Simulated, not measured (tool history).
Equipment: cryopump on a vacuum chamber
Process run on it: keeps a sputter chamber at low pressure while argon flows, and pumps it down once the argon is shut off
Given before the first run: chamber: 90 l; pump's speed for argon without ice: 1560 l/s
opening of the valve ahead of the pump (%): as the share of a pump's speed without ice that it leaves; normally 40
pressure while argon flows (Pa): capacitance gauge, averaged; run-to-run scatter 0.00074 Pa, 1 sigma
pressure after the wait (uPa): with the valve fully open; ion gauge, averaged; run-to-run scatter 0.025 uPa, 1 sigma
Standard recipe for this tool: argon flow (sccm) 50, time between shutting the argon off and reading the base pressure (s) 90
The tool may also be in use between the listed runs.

run    hour  argon flow (sccm)  time between shutting the argon off and reading the base pressure (s)  opening of the valve ahead of the pump (%)  pressure while argon flows (Pa)  pressure after the wait (uPa)
  1       0                 50                                                                     90                                          40                           0.1368                           1.55
  2    85.3                 29                                                                     90                                          40                           0.0803                           1.68
  3   167.7                 50                                                                     80                                          40                           0.1418                           1.85
  4   220.2                 81                                                                     90                                          40                           0.2332                           1.83
  5     270                 81                                                                     34                                          40                           0.2356                            3.3
  6   351.2                 81                                                                     34                                          40                           0.2399                           3.35
  7   416.9                 81                                                                     34                                          40                           0.2478                           3.51
  8   490.3                 81                                                                     34                                          40                           0.2526                           3.61
      592.3  -- pump warmed up, emptied and cooled again
  9   614.9                 81                                                                     34                                          40                           0.2216                           3.42
 10   736.7                 81                                                                     34                                          40                           0.2263                           3.45
 11   824.6                 81                                                                     34                                          40                           0.2302                           3.64
 12   942.7                 24                                                                     34                                          40                           0.0717                           3.84
 13    1043                 24                                                                     34                                          40                           0.0729                              4
 14  1132.2                 24                                                                     34                                          40                           0.0756                           4.19
     1244.6  -- pump warmed up, emptied and cooled again
 15  1253.3                 24                                                                     34                                          40                           0.0663                           3.61
 16  1364.8                 50                                                                     35                                          35                           0.1602                           3.77
 17  1416.2                 47                                                                    189                                          20                           0.2613                           2.18
 18  1511.3                 46                                                                     90                                          40                            0.133                           2.69
 19  1569.7                 41                                                                     90                                          19                           0.2443                           2.83
 20  1620.5                 23                                                                     90                                          35                           0.0775                           2.87
 21  1710.2                 23                                                                     90                                          35                           0.0787                            3.2
 22  1797.7                 90                                                                     27                                          35                           0.3226                           5.36
 23  1872.7                 90                                                                     27                                          50                           0.2447                           5.58
     1893.9  -- pump warmed up, emptied and cooled again
 24  1996.6                 20                                                                     24                                          54                           0.0419                           5.18
 25  2083.2                 20                                                                     24                                          54                           0.0423                           5.17
 26  2161.4                 46                                                                    276                                          54                           0.1011                           2.68
 27  2268.9                 20                                                                     36                                          56                           0.0436                           4.69
 28  2358.4                 20                                                                     36                                          56                           0.0456                           5.05
 29  2416.8                 50                                                                    122                                          40                           0.1583                           3.67

Each row is a separate what-if for the run after 29, all from the same tool condition, not one after another. Results?
  A  2477.9                 84                                                                    166                                          29                                ?                              ?
  B  2477.9                 37                                                                    107                                          52                                ?                              ?
  C  2477.9                 44                                                                    193                                          40                                ?                              ?
  D  2477.9                 50                                                                    122                                          18                                ?                              ?
  E  2477.9                 68                                                                    105                                          40                                ?                              ?

run  pressure while argon flows (Pa)  pressure after the wait (uPa)
  A                           0.3583                           3.73
  B                           0.0959                           3.83
  C                           0.1414                           3.49
  D                           0.3263                           3.79
  E                           0.2195                           4.01
What these runs would have given with no unlogged condition in the tool:
run  pressure while argon flows (Pa)  pressure after the wait (uPa)
  A                           0.3156                           0.67
  B                           0.0772                           0.91
  C                           0.1191                           0.54
  D                            0.301                           0.81
  E                           0.1849                           0.98
